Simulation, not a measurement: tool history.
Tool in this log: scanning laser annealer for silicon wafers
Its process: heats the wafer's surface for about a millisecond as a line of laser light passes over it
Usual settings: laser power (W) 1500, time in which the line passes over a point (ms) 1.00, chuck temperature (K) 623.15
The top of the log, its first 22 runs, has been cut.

run	hour	laser power (W)	time in which the line passes over a point (ms)	chuck temperature (K)	highest temperature of the surface (K)
23	375.7	1405	1.00	593.15	1245.15
24	392.0	1326	1.00	652.15	1265.15
25	402.6	1599	0.83	660.15	1327.15
26	415.5	1318	0.84	628.15	1181.15
27	433.6	1318	0.84	628.15	1184.15
28	452.3	1318	0.82	598.15	1144.15
29	473.9	1318	0.93	598.15	1179.15
30	487.3	1500	1.00	587.15	1272.15
31	497.2	1500	1.00	587.15	1271.15
32	518.8	1447	1.13	659.15	1359.15
# hour 527.5: optics aligned, line set to its width
# hour 530.4: window over the wafer cleaned
33	537.8	1355	1.13	623.15	1324.15
34	557.4	1389	0.83	623.15	1233.15
35	567.0	1347	0.83	627.15	1218.15
36	583.4	1516	1.00	608.15	1341.15
37	595.2	1298	1.05	599.15	1244.15
38	613.0	1646	1.05	645.15	1456.15
39	622.9	1643	1.19	608.15	1470.15
40	634.8	1598	1.00	652.15	1419.15

Consider 4 possible next runs. They are alternatives, not a sequence: every one starts from the tool as it was left by run 40. What does each give?
A	645.1	1377	1.00	623.15	?
B	645.1	1423	1.00	652.15	?
C	645.1	1454	1.08	652.15	?
D	645.1	1598	0.90	605.15	?

run	highest temperature of the surface (K)
A	1280.15
B	1336.15
C	1377.15
D	1329.15
Had the tool no hidden state, the same runs would have come out as:
run	highest temperature of the surface (K)
A	1294.15
B	1350.15
C	1392.15
D	1344.15
